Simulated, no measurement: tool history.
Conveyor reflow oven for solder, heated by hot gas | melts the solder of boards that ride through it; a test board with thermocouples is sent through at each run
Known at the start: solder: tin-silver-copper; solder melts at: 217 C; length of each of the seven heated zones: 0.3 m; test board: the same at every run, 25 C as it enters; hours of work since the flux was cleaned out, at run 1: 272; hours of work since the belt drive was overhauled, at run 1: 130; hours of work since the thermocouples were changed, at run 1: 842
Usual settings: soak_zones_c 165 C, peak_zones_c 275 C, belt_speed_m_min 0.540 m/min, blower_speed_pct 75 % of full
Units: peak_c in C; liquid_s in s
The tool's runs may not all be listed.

run	hour	soak_zones_c	peak_zones_c	belt_speed_m_min	blower_speed_pct	hours of work since the flux was cleaned out	hours of work since the belt drive was overhauled	hours of work since the thermocouples were changed	peak_c	liquid_s
1	0.0	165	275	0.540	75	272	130	842	263.6	54.2
2	34.8	177	275	0.540	75	289	147	859	266.5	58.9
3	58.8	165	275	0.540	86	301	158	871	265.6	54.8
4	94.7	165	275	0.540	86	318	175	888	265.0	55.3
5	115.5	165	275	0.540	86	328	185	898	266.2	55.3
6	149.9	165	275	0.540	86	345	202	915	265.2	54.8
7	177.2	165	275	0.540	86	358	215	928	264.1	54.8
8	206.6	165	275	0.547	86	372	229	942	264.6	54.2
9	238.3	165	275	0.547	86	387	245	957	264.3	54.0
10	268.7	165	275	0.578	75	402	259	972	260.8	49.3
11	293.5	165	275	0.578	75	414	271	984	261.5	49.1
# hour 310.0: thermocouples of zones 6 and 7 changed
12	322.6	165	275	0.578	75	427	284	6	258.4	47.9
13	346.0	165	275	0.439	75	438	295	17	265.8	70.2
14	380.2	165	276	0.540	75	454	312	34	261.7	53.4
15	401.2	165	276	0.540	75	465	322	44	261.3	52.8
16	426.5	178	275	0.540	75	477	334	56	261.9	56.6
17	456.4	178	275	0.540	75	491	349	70	261.4	57.4
# hour 478.2: flux residue cleaned out of gas plates and filters
18	482.4	178	263	0.540	55	2	359	81	251.9	52.5
19	505.9	165	275	0.540	85	13	370	92	265.5	55.5
20	541.2	165	277	0.515	85	30	387	109	268.6	59.8
21	567.7	168	277	0.515	50	43	400	122	265.0	58.1
22	595.9	168	277	0.515	50	57	413	135	264.1	59.0
23	622.9	160	273	0.540	75	70	426	148	261.6	52.5
24	638.9	171	284	0.540	65	77	434	156	271.6	59.4
25	655.5	171	284	0.540	65	85	442	164	272.0	59.7
26	687.7	171	284	0.540	65	101	458	179	272.0	59.6
27	709.7	157	275	0.540	86	111	468	190	264.5	53.2
28	731.8	165	267	0.540	55	122	479	201	254.2	48.8
29	747.1	165	267	0.540	55	129	486	208	253.1	49.2
30	762.1	165	267	0.540	55	137	493	215	253.7	49.9
31	792.9	176	275	0.540	67	151	508	230	264.1	57.9
32	810.0	161	275	0.544	67	160	516	238	261.9	52.7

3 ways to go on from here, each from the tool as it stands after run 32. What would each give?
A	844.7	151	275	0.544	71	176	533	255	?	?
B	844.7	153	275	0.597	86	176	533	255	?	?
C	844.7	165	275	0.540	88	176	533	255	?	?

run	peak_c	liquid_s
A	261.1	49.4
B	260.2	44.2
C	264.7	55.5
Without the tool's hidden state the same runs would have given:
run	peak_c	liquid_s
A	261.6	49.7
B	261.0	44.7
C	265.1	55.7
